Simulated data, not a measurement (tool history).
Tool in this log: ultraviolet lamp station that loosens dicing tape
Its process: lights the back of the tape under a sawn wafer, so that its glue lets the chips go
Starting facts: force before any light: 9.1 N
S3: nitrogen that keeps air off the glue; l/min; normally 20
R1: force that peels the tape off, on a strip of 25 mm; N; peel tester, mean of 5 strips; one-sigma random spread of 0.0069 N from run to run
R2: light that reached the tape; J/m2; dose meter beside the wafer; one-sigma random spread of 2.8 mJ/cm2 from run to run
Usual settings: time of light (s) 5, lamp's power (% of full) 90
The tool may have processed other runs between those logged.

{"run": 1, "hour": 0.0, "time of light (s)": 5, "lamp's power (% of full)": 90, "S3": 20, "R1": 0.557, "R2": 2910}
{"run": 2, "hour": 16.0, "time of light (s)": 5, "lamp's power (% of full)": 90, "S3": 20, "R1": 0.588, "R2": 2930}
{"run": 3, "hour": 32.9, "time of light (s)": 5, "lamp's power (% of full)": 90, "S3": 20, "R1": 0.57, "R2": 2910}
{"run": 4, "hour": 52.6, "time of light (s)": 5, "lamp's power (% of full)": 90, "S3": 20, "R1": 0.612, "R2": 2850}
{"run": 5, "hour": 66.2, "time of light (s)": 5, "lamp's power (% of full)": 90, "S3": 20, "R1": 0.641, "R2": 2830}
{"run": 6, "hour": 81.1, "time of light (s)": 2, "lamp's power (% of full)": 90, "S3": 26, "R1": 2.689, "R2": 1120}
{"hour": 90.3, "done": "window cleaned of glue's vapour"}
{"run": 7, "hour": 102.0, "time of light (s)": 2, "lamp's power (% of full)": 90, "S3": 26, "R1": 2.39, "R2": 1220}
{"run": 8, "hour": 115.4, "time of light (s)": 2, "lamp's power (% of full)": 90, "S3": 26, "R1": 2.586, "R2": 1190}
{"run": 9, "hour": 128.6, "time of light (s)": 10, "lamp's power (% of full)": 70, "S3": 27, "R1": 0.119, "R2": 4710}
{"run": 10, "hour": 137.5, "time of light (s)": 5, "lamp's power (% of full)": 65, "S3": 20, "R1": 1.121, "R2": 2160}

Consider 5 possible next runs. They are alternatives, not a sequence: every one starts from the tool as it was left by run 10. What does each give?
{"run": "A", "hour": 157.2, "time of light (s)": 3, "lamp's power (% of full)": 90, "S3": 17, "R1": "?", "R2": "?"}
{"run": "B", "hour": 157.2, "time of light (s)": 2, "lamp's power (% of full)": 61, "S3": 21, "R1": "?", "R2": "?"}
{"run": "C", "hour": 157.2, "time of light (s)": 5, "lamp's power (% of full)": 87, "S3": 33, "R1": "?", "R2": "?"}
{"run": "D", "hour": 157.2, "time of light (s)": 5, "lamp's power (% of full)": 78, "S3": 14, "R1": "?", "R2": "?"}
{"run": "E", "hour": 157.2, "time of light (s)": 5, "lamp's power (% of full)": 65, "S3": 22, "R1": "?", "R2": "?"}

run=A R1=1.761 R2=1760
run=B R1=4.104 R2=790
run=C R1=0.362 R2=2870
run=D R1=1.081 R2=2550
run=E R1=1.055 R2=2160
With no hidden state in the tool, these same runs would have given:
run=A R1=1.022 R2=2390
run=B R1=3.113 R2=1070
run=C R1=0.150 R2=3870
run=D R1=0.543 R2=3450
run=E R1=0.525 R2=2920
